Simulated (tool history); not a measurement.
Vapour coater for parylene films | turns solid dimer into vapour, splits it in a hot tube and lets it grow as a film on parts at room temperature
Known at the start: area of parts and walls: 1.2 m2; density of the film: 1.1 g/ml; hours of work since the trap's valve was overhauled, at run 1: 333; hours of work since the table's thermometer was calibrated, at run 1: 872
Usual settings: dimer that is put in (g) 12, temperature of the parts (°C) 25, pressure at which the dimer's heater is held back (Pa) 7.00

run	hour	dimer that is put in (g)	temperature of the parts (°C)	pressure at which the dimer's heater is held back (Pa)	hours of work since the trap's valve was overhauled	hours of work since the table's thermometer was calibrated	thickness of the film (nm)
1	0.0	12	25	7.00	333	872	6230
2	46.1	6	25	7.00	352	891	3100
3	102.6	6	25	7.00	375	914	3060
# hour 115.1: trap's valve overhauled
4	162.2	6	25	7.00	19	937	3060
5	189.0	6	25	7.00	30	948	3090
6	230.8	15	25	7.00	48	965	7740
7	277.2	12	25	7.24	67	984	6240
8	331.5	12	37	7.00	89	1007	3660
9	386.1	12	37	7.00	111	1029	3640
10	428.0	12	25	7.00	129	1046	6150
11	485.3	13	25	7.00	152	1070	6680
12	537.0	13	25	7.00	173	1091	6670
13	565.9	12	24	7.00	185	1103	6390
14	595.2	12	23	7.00	197	1115	6730
15	620.0	12	25	7.00	207	1125	6220
16	664.3	12	25	7.00	226	1143	6190
17	722.3	12	20	7.00	249	1167	7840
18	749.4	12	20	7.00	261	1178	7770
19	787.0	12	20	7.00	276	1194	7660
20	842.9	12	33	7.00	299	1217	4360
21	873.7	21	21	6.67	312	1229	12980
22	901.6	6	27	3.45	323	1241	2940
23	955.1	12	25	5.09	345	1263	6380
24	979.5	16	21	11.31	355	1273	9580
# hour 1042.0: trap's valve overhauled
25	1042.0	16	21	11.31	0	1297	9580
26	1066.1	13	32	5.61	10	1307	5040
27	1119.6	13	23	5.61	32	1329	7490
28	1159.0	18	33	5.61	48	1345	6730
29	1185.1	11	33	3.00	59	1356	4310
30	1218.0	17	25	7.00	72	1369	8760
31	1262.4	7	25	2.74	91	1387	3790
32	1315.7	7	25	2.74	112	1409	3860
33	1344.2	7	25	2.74	124	1421	3850
# hour 1348.6: table's thermometer calibrated
34	1395.0	12	25	8.14	145	19	6220
35	1440.2	10	36	5.85	163	38	3260
36	1490.0	19	36	5.85	184	58	6110
37	1516.3	19	24	2.61	194	69	11000

Hidden state or all else? Some run-to-run changes of thickness of the film (nm), split into what the settings, what came in and random variation would give without the hidden state, and what is left for the hidden state (with any gauge scatter that isn't in both results):
The hidden state here: vapour lost through the trap's worn valve, %; true temperature of the parts over the reading, C; drift of the gauge itself on film_um, %.
Run 20 -> 21: dimer that is put in (g) 12 -> 21, temperature of the parts (°C) 33 -> 21, pressure at which the dimer's heater is held back (Pa) 7.00 -> 6.67. thickness of the film (nm) +8620: hidden state -50, all else +8670.
Run 21 -> 22: dimer that is put in (g) 21 -> 6, temperature of the parts (°C) 21 -> 27, pressure at which the dimer's heater is held back (Pa) 6.67 -> 3.45. thickness of the film (nm) -10040: hidden state +60, all else -10100.
Run 24 -> 25: trap's valve overhauled. thickness of the film (nm) +0: hidden state +50, all else -50.
Run 30 -> 31: dimer that is put in (g) 17 -> 7, pressure at which the dimer's heater is held back (Pa) 7.00 -> 2.74. thickness of the film (nm) -4970: hidden state +10, all else -4980.

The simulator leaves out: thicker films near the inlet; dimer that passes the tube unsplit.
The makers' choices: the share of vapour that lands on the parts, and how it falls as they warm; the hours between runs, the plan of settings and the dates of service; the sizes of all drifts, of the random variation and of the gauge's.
